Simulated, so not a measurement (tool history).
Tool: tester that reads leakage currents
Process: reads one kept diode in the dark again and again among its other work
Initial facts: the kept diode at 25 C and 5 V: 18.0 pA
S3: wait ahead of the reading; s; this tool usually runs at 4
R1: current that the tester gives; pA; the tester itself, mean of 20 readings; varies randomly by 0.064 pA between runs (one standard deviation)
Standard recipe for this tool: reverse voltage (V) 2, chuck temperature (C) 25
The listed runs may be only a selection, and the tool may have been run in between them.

Run 1, hour 0: usual settings. Result: R1 13.81 pA.
Run 2, hour 62.7: usual settings. Result: R1 13.81 pA.
Run 3, hour 134.2: usual settings. Result: R1 13.91 pA.
Run 4, hour 208.6: usual settings but reverse voltage (V) 1.5. Result: R1 12.03 pA.
Run 5, hour 255.9: usual settings but reverse voltage (V) 1.5. Result: R1 12.16 pA.
Run 6, hour 304.4: usual settings but reverse voltage (V) 1.5. Result: R1 12.09 pA.
Run 7, hour 377.2: usual settings but S3 0.37 s. Result: R1 15.87 pA.
Run 8, hour 433.6: usual settings but S3 0.37 s. Result: R1 15.72 pA.
At hour 458.8: chuck's temperature calibrated.
Run 9, hour 490.9: usual settings. Result: R1 16.02 pA.
Run 10, hour 553.2: usual settings. Result: R1 15.94 pA.
Run 11, hour 588.4: usual settings. Result: R1 16.15 pA.
Run 12, hour 626.6: usual settings. Result: R1 16.06 pA.
Run 13, hour 661.3: usual settings but chuck temperature (C) 46. Result: R1 56.19 pA.
Run 14, hour 735.2: usual settings but reverse voltage (V) 13.03, chuck temperature (C) 39, S3 1.1 s. Result: R1 88.39 pA.
Run 15, hour 790.9: usual settings but reverse voltage (V) 15.04, chuck temperature (C) 39, S3 0.36 s. Result: R1 106.02 pA.
Run 16, hour 867.8: usual settings but reverse voltage (V) 15.04, chuck temperature (C) 39, S3 0.36 s. Result: R1 106.65 pA.
Run 17, hour 930.6: usual settings but reverse voltage (V) 15.04, chuck temperature (C) 39, S3 0.36 s. Result: R1 106.15 pA.
Run 18, hour 987.2: usual settings but reverse voltage (V) 1.13, chuck temperature (C) 21, S3 1.55 s. Result: R1 9.99 pA.
Run 19, hour 1063.6: usual settings but chuck temperature (C) 52, S3 0.56 s. Result: R1 79.57 pA.
Run 20, hour 1135.7: usual settings but chuck temperature (C) 31, S3 2.35 s. Result: R1 22.98 pA.

Run 21 comes next. What will it give?
At hour 1148.2: probe card cleaned and baked.
Run 21, hour 1176.3: usual settings but reverse voltage (V) 7.12, chuck temperature (C) 57, S3 2.35 s. Result: R1 ?.

Logged for run 21: R1 155.95 pA.
Were there no unlogged condition in the tool, this run, its random variation unchanged, would have produced R1 163.83 pA.

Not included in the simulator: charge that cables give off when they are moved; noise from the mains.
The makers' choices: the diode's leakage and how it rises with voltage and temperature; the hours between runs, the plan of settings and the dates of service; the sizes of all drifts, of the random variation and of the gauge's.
